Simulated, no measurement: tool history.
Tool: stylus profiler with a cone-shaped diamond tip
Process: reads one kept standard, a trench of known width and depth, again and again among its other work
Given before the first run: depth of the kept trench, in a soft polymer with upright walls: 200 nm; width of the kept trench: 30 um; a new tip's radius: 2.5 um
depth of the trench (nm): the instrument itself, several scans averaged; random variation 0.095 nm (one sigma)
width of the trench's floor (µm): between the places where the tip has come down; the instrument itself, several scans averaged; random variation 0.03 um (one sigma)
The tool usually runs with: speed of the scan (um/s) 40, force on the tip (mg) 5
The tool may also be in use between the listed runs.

run   hour  speed of the scan (um/s)  force on the tip (mg)  depth of the trench (nm)  width of the trench's floor (µm)
  1      0                        40                      5                    202.26                             27.83
  2   10.1                        40                      5                    202.26                             27.83
  3   19.1                        30                      5                    202.19                             27.88
  4   29.7                        40                      5                    202.28                             27.78
  5   44.4                        40                      5                    202.29                             27.84
  6   56.7                        40                      5                     202.3                             27.86
  7   71.8                        40                      5                    202.45                             27.86
  8   86.2                        40                      5                    202.28                             27.85
  9   94.2                        12                      5                    202.26                             27.92
 10    106                        12                      5                    202.33                             27.93
 11  116.9                        40                      5                    202.41                             27.88
 12  133.4                        40                      5                    202.21                             27.78
 13  144.4                        40                      5                    202.19                             27.85
 14  157.4                        40                      5                    202.28                             27.81
 15  170.3                        40                      5                    202.47                             27.83
 16  186.9                        40                      5                    202.47                             27.78
 17  197.1                        81                      5                    202.37                             27.71
 18  210.8                        81                      5                    202.45                             27.74
 19  227.5                        81                      5                    202.43                             27.65
 20  239.9                        26                      5                    202.25                             27.85
 21  251.2                        40                      5                    202.35                             27.86
 22  258.7                        40                      5                    202.37                             27.89
 23  273.4                        40                      5                    202.34                             27.78
 24  284.8                        40                   5.41                    202.41                             27.81
 25    301                        61                      5                    202.52                             27.75
 26  317.9                       111                   4.61                    202.34                             27.58
 27  327.7                       132                   2.74                    201.78                             27.39
 28    342                       132                   2.74                    201.71                              27.3
 29  353.7                       143                   2.06                    201.44                             27.25
 30  360.7                        54                  11.93                    204.16                              27.8
 31  377.4                        54                  11.93                    204.07                             27.79
 32  386.7                        33                   6.06                    202.73                             27.84
 33    403                        94                   2.58                    201.65                             27.48
 34  416.6                        94                   2.58                    201.59                             27.51
 35  428.6                        94                   2.58                    201.79                             27.52
 36  438.7                        59                   3.15                    201.98                             27.67
 37  451.2                        18                    7.9                     203.2                             27.88
 38  463.3                        93                   7.01                    203.01                             27.69
 39  474.2                        42                   2.93                    202.07                             27.72
 40  489.2                        42                   2.93                    201.56                             27.77
 41  504.8                        42                   2.93                     201.9                             27.74
 42  517.7                        40                  13.86                    204.53                             27.77
 43  530.9                        40                  13.86                    204.56                             27.82
 44  540.1                        14                   1.87                    201.57                             27.82
 45  547.8                        41                   4.99                    202.39                             27.77
 46  561.9                        42                   5.97                    202.74                             27.73
 47  575.5                        70                   2.09                    201.65                             27.57

Predict each of these 3 candidate next runs independently; none follows another, all start after run 47:
  A  582.4                        70                   7.14                         ?                                 ?
  B  582.4                        70                   3.33                         ?                                 ?
  C  582.4                        43                  11.03                         ?                                 ?

run  depth of the trench (nm)  width of the trench's floor (µm)
  A                    203.24                             27.72
  B                    201.94                             27.67
  C                    203.92                             27.82
With no hidden state in the tool, these same runs would have given:
run  depth of the trench (nm)  width of the trench's floor (µm)
  A                    202.84                             27.86
  B                    201.54                             27.81
  C                    203.51                             27.95

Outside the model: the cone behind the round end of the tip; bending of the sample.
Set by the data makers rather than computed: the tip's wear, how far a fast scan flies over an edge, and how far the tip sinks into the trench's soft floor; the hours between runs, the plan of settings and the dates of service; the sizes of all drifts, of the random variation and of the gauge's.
